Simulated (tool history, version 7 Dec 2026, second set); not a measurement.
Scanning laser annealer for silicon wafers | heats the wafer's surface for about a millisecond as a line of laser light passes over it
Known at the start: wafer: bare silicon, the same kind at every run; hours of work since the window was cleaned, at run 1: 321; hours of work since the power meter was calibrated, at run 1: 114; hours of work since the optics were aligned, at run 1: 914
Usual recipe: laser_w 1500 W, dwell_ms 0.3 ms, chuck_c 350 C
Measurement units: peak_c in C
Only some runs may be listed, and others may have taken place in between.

run	day	laser_w	dwell_ms	chuck_c	hours of work since the window was cleaned	hours of work since the power meter was calibrated	hours of work since the optics were aligned	peak_c
1	0	1500	0.3	350	321	114	914	1126
2	0.642	1425	0.3	350	331	123	923	1075
3	1.929	1491	0.3	350	350	142	942	1119
4	2.592	1500	0.253	350	359	152	952	1055
5	3.858	1500	0.3	350	378	171	970	1123
6	4.712	1500	0.225	350	391	183	983	1009
7	6.046	1500	0.225	350	410	203	1003	1004
8	7.188	1500	0.3	364	427	220	1020	1136
9	8.354	1500	0.3	364	444	237	1037	1139
10	9.325	1500	0.3	364	459	251	1051	1135
11	10.708	1500	0.3	364	479	272	1072	1131
12	11.579	1500	0.3	364	492	285	1084	1133
13	12.529	1500	0.3	350	506	299	1098	1119
14	13.625	1312	0.3	350	522	315	1115	993
15	14.583	1312	0.3	349	536	329	1129	990
16	15.925	1312	0.3	349	556	349	1149	991
17	16.771	1312	0.3	349	569	361	1161	984
# day 17.067: optics aligned, line set to its width
18	18.012	1341	0.282	349	584	377	14	980
19	19.371	1341	0.348	387	604	397	34	1094
20	20.542	1610	0.313	330	621	414	51	1181
# day 21.017: optics aligned, line set to its width, once more
21	22.083	1610	0.313	330	641	434	16	1209
22	23.338	1402	0.3	324	659	452	34	1034
23	24.138	1300	0.28	350	671	464	46	966
24	24.821	1300	0.28	350	681	474	56	964
25	25.496	1368	0.237	350	691	484	66	951
26	26.658	1368	0.237	350	708	501	83	947
27	27.842	1500	0.292	350	726	519	101	1110
28	29.183	1500	0.292	350	746	538	121	1113

Below are 5 alternative next runs, each starting from the tool's condition after run 28. Predict each:
A	30.367	1369	0.277	352	763	556	138	?
B	30.367	1393	0.296	379	763	556	138	?
C	30.367	1500	0.291	383	763	556	138	?
D	30.367	1483	0.3	350	763	556	138	?
E	30.367	1500	0.235	341	763	556	138	?

run	peak_c
A	1005
B	1075
C	1144
D	1113
E	1012
Take away the tool's hidden state, keep each run's random variation, and the runs would have read:
run	peak_c
A	1035
B	1106
C	1178
D	1148
E	1042
